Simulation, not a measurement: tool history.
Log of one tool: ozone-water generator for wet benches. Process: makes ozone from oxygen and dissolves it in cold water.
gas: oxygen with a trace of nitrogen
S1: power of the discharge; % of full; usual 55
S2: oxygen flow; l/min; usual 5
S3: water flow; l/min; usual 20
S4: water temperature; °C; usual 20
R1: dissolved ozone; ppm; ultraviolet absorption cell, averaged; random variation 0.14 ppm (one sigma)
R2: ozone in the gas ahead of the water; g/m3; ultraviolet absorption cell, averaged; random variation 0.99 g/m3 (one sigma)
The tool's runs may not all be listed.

Run 1, day 0: usual settings. Result: R1 16.1 ppm, R2 169.8 g/m3.
Run 2, day 0.875: usual settings. Result: R1 16.2 ppm, R2 169.7 g/m3.
Run 3, day 2.204: usual settings. Result: R1 15.9 ppm, R2 169.5 g/m3.
Run 4, day 3.1: usual settings but S2 4.42 l/min. Result: R1 15.9 ppm, R2 176.2 g/m3.
Run 5, day 3.854: usual settings but S1 46 % of full. Result: R1 14.6 ppm, R2 153.7 g/m3.
Run 6, day 4.975: usual settings but S1 46 % of full, S3 24 l/min. Result: R1 12.9 ppm, R2 154.3 g/m3.
Run 7, day 5.921: usual settings but S1 46 % of full, S3 24 l/min. Result: R1 12.9 ppm, R2 153 g/m3.
Run 8, day 6.929: usual settings but S1 46 % of full, S3 24 l/min. Result: R1 12.7 ppm, R2 153.7 g/m3.
Run 9, day 7.692: usual settings but S1 46 % of full, S3 29 l/min. Result: R1 11.1 ppm, R2 153.2 g/m3.
Run 10, day 8.775: usual settings. Result: R1 16.4 ppm, R2 167.7 g/m3.
Run 11, day 9.596: usual settings. Result: R1 16.3 ppm, R2 168.7 g/m3.
Run 12, day 10.983: usual settings but S2 6.46 l/min. Result: R1 16.8 ppm, R2 154.7 g/m3.
Run 13, day 12.333: usual settings but S2 6.46 l/min. Result: R1 17 ppm, R2 153.4 g/m3.
Run 14, day 13.492: usual settings but S3 13 l/min. Result: R1 21.9 ppm, R2 170.1 g/m3.
Run 15, day 14.538: usual settings but S3 13 l/min. Result: R1 21.5 ppm, R2 169.2 g/m3.
Run 16, day 15.292: usual settings but S3 13 l/min. Result: R1 21.6 ppm, R2 168.2 g/m3.
Run 17, day 16.142: usual settings but S3 13 l/min. Result: R1 21.3 ppm, R2 167.3 g/m3.
Run 18, day 17.054: usual settings but S3 13 l/min. Result: R1 21.8 ppm, R2 167.6 g/m3.
Run 19, day 18.304: usual settings but S1 48 % of full, S2 3.52 l/min. Result: R1 13.7 ppm, R2 175.5 g/m3.
Run 20, day 19.504: usual settings but S3 16 l/min, S4 18 °C. Result: R1 19.3 ppm, R2 167.4 g/m3.
Run 21, day 20.638: usual settings but S3 16 l/min, S4 18 °C. Result: R1 19.5 ppm, R2 167.3 g/m3.
Run 22, day 21.958: usual settings but S2 8.17 l/min, S3 16 l/min, S4 18 °C. Result: R1 20.5 ppm, R2 141.9 g/m3.
Run 23, day 22.721: usual settings but S2 8.17 l/min, S3 16 l/min, S4 18 °C. Result: R1 20.5 ppm, R2 140.7 g/m3.
Run 24, day 24.075: usual settings but S1 46 % of full, S3 27 l/min. Result: R1 11.7 ppm, R2 152.8 g/m3.
Run 25, day 25.304: usual settings but S3 17 l/min, S4 12 °C. Result: R1 20.5 ppm, R2 167.7 g/m3.
Run 26, day 26.488: usual settings but S1 42 % of full, S2 6.8 l/min, S3 15 l/min, S4 22 °C. Result: R1 17.1 ppm, R2 129.8 g/m3.
Run 27, day 27.217: usual settings but S1 42 % of full, S2 6.8 l/min, S3 15 l/min, S4 22 °C. Result: R1 16.8 ppm, R2 130.9 g/m3.
Run 28, day 27.783: usual settings but S1 53 % of full, S2 4.29 l/min, S3 26 l/min, S4 19 °C. Result: R1 12.6 ppm, R2 172 g/m3.
Run 29, day 28.5: usual settings but S2 5.94 l/min. Result: R1 16.8 ppm, R2 156.7 g/m3.
Run 30, day 29.096: usual settings but S2 5.94 l/min. Result: R1 16.6 ppm, R2 157.1 g/m3.
Run 31, day 29.708: usual settings but S2 5.94 l/min. Result: R1 16.5 ppm, R2 157.1 g/m3.
Run 32, day 30.383: usual settings but S1 44 % of full, S2 5.94 l/min, S3 16 l/min, S4 23 °C. Result: R1 16.4 ppm, R2 139.4 g/m3.
Run 33, day 31.667: usual settings but S4 21 °C. Result: R1 16 ppm, R2 168.5 g/m3.

Some steps in R2 between neighbouring runs. How much of each would the tool show without its hidden state too (settings, what came in, random variation), and how much is left for the hidden state, with any gauge scatter that isn't in both results?
The hidden state here: yield of the discharge, % of new electrodes'; contactor's efficiency, % of a clean one's; true water temperature over the reading, C; drift of the gauge itself on ozone_ppm, %; drift of the gauge itself on gas_g_m3, %.
Run 25 -> 26: S1 55 -> 42, S2 5 -> 6.8, S3 17 -> 15, S4 12 -> 22. R2 -37.9 g/m3: hidden state +0.7, all else -38.6.
Run 27 -> 28: S1 42 -> 53, S2 6.8 -> 4.29, S3 15 -> 26, S4 22 -> 19. R2 +41.1 g/m3: hidden state -0.9, all else +42.
Run 32 -> 33: S1 44 -> 55, S2 5.94 -> 5, S3 16 -> 20, S4 23 -> 21. R2 +29.1 g/m3: hidden state -0.9, all else +30.
